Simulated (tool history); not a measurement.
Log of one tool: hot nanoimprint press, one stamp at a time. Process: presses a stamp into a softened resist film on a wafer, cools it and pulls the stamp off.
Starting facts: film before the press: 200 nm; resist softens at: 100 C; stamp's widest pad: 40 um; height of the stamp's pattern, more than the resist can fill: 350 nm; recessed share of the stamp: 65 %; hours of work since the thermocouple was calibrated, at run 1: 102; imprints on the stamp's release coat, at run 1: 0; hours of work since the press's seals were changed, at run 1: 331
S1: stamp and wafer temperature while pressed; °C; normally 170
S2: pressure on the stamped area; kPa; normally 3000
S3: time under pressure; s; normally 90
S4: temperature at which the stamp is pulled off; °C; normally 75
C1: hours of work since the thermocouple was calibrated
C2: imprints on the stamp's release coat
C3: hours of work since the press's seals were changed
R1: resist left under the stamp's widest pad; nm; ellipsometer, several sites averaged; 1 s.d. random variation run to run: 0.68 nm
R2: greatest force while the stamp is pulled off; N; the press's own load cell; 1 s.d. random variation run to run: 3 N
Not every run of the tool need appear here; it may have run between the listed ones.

run	hour	S1	S2	S3	S4	C1	C2	C3	R1	R2
1	0.0	170	3000	90	75	102	0	331	80.9	239
2	19.4	170	3000	90	75	114	37	343	81.2	236
3	28.7	170	3000	90	75	119	54	348	80.2	238
4	42.6	170	3000	90	75	128	80	357	80.2	235
5	62.5	170	3000	90	75	140	118	369	80.2	242
6	83.3	170	3000	90	75	152	157	382	80.3	238
7	103.5	170	3000	90	75	165	195	394	81.6	237
8	118.2	170	3000	90	75	174	222	403	81.4	246
9	129.2	170	3000	90	75	180	243	409	81.7	245
10	139.7	170	3000	90	75	187	262	416	81.1	246
11	161.1	170	3000	90	71	200	303	429	81.2	260
12	173.8	170	3000	90	71	208	326	437	82.5	263
13	186.8	170	4070	90	71	215	351	445	72.5	264
14	206.2	170	2730	90	75	227	387	456	85.0	250
15	228.6	170	3000	90	75	241	429	470	81.6	246
16	243.8	162	2900	88	72	250	458	479	130.0	260
17	259.5	162	2900	114	62	260	487	489	119.3	306
18	269.9	175	3440	90	75	266	507	495	57.9	250
19	280.8	168	2250	62	75	273	527	502	118.1	254
# hour 296.7: stamp cleaned and given a new release coat
20	302.8	164	2690	105	62	282	11	511	112.6	295

Expected results for the next run?
21	314.1	171	2690	105	76	289	32	518	?	?

{"run 21": {"R1": 77.4, "R2": 232}}
Without the tool's hidden state the same run would have given R1 70.7 nm, R2 226 N.

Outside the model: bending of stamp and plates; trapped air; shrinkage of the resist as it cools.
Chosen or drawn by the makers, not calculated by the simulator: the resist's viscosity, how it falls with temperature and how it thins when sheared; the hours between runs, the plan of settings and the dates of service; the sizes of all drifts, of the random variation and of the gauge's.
